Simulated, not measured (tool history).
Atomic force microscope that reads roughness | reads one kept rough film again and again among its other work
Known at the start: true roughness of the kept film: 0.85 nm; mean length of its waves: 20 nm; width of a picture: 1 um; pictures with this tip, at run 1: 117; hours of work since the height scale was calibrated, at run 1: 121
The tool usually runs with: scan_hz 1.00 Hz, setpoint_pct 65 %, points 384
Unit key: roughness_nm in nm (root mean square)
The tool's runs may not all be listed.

run   hour  scan_hz  setpoint_pct  points  pictures with this tip  hours of work since the height scale was calibrated  roughness_nm
  1    0.0     1.00            65     384                     117                                                  121         0.754
  2    7.0     1.00            65     384                     124                                                  126         0.759
  3   20.8     1.00            65     384                     138                                                  134         0.755
  4   30.3     1.00            65     384                     148                                                  139         0.744
  5   39.5     1.00            65     384                     157                                                  145         0.753
  6   49.4     1.00            65     384                     167                                                  151         0.759
  7   56.5     1.00            65     384                     174                                                  155         0.764
  8   63.1     1.00            65     384                     181                                                  159         0.757
      72.5  -- new tip fitted
  9   72.5     1.00            65     384                       0                                                  164         0.765
 10   84.5     1.00            76     384                      12                                                  171         0.742
 11   95.2     1.00            76     384                      23                                                  177         0.742
 12  101.6     1.00            76     384                      29                                                  181         0.752
 13  108.5     1.00            76     384                      36                                                  185         0.738
 14  119.1     1.00            88     384                      47                                                  191         0.738
 15  134.0     1.00            88     384                      62                                                  200         0.729
 16  148.4     1.00            88     384                      76                                                  209         0.725
 17  156.2     1.00            65     384                      84                                                  213         0.757
 18  169.2     1.00            65     384                      97                                                  221         0.754
 19  178.5     1.00            65     384                     107                                                  226         0.755
 20  189.0     1.00            65     384                     117                                                  233         0.764
 21  198.5     1.00            65     384                     127                                                  238         0.754
 22  209.6     1.00            65     384                     138                                                  245         0.760
 23  215.8     1.00            56     384                     144                                                  248         0.761
 24  228.8     1.00            56     384                     158                                                  256         0.756
 25  234.9     1.00            65     384                     164                                                  260         0.756
 26  243.1     1.00            65     384                     172                                                  264         0.754
 27  256.8     1.00            65     384                     186                                                  273         0.757
     261.2  -- new tip fitted
 28  270.2     2.81            87     384                       9                                                  280         0.670
 29  276.9     2.81            68     661                      16                                                  284         0.740
 30  291.2     1.14            86     902                      30                                                  293         0.735
 31  302.1     1.54            61     657                      41                                                  299         0.770
 32  316.3     1.54            61     657                      55                                                  307         0.765
 33  328.2     1.54            61     657                      67                                                  314         0.770
 34  338.1     1.54            61     657                      77                                                  320         0.770
 35  350.8     1.54            80     693                      90                                                  328         0.736
 36  365.5     2.35            78     849                     105                                                  336         0.724
 37  371.9     1.83            66     719                     111                                                  340         0.746
 38  378.2     1.61            65     581                     118                                                  344         0.755
 39  390.7     1.84            65     577                     130                                                  351         0.745
 40  400.6     1.84            65     577                     140                                                  357         0.748
 41  412.5     2.55            65     924                     153                                                  364         0.746
 42  422.1     2.62            65     924                     162                                                  370         0.747
 43  435.3     1.43            66     384                     176                                                  378         0.748
 44  445.5     0.69            65     874                     186                                                  384         0.772
     449.9  -- new tip fitted
 45  458.9     1.00            89     620                       9                                                  391         0.729
 46  465.5     1.00            89     676                      16                                                  395         0.729
 47  474.9     0.58            81     586                      25                                                  401         0.758
 48  488.1     0.58            81     586                      38                                                  408         0.764
 49  499.3     2.26            87     566                      50                                                  415         0.694
 50  511.0     0.61            75     566                      61                                                  422         0.769
 51  521.2     0.90            65     523                      72                                                  428         0.768
 52  529.1     0.76            71     558                      80                                                  433         0.768
 53  542.3     1.00            59     370                      93                                                  440         0.748

Hidden condition of the tool, last listed run before each entry between runs versus first listed run after:
In the gap between runs 8 and 9: new tip fitted (hour 72.5)
  radius of the tip, nm: 10.6 -> 10
In the gap between runs 27 and 28: new tip fitted (hour 261.2)
  radius of the tip, nm: 10.6 -> 10
In the gap between runs 44 and 45: new tip fitted (hour 449.9)
  radius of the tip, nm: 10.6 -> 10

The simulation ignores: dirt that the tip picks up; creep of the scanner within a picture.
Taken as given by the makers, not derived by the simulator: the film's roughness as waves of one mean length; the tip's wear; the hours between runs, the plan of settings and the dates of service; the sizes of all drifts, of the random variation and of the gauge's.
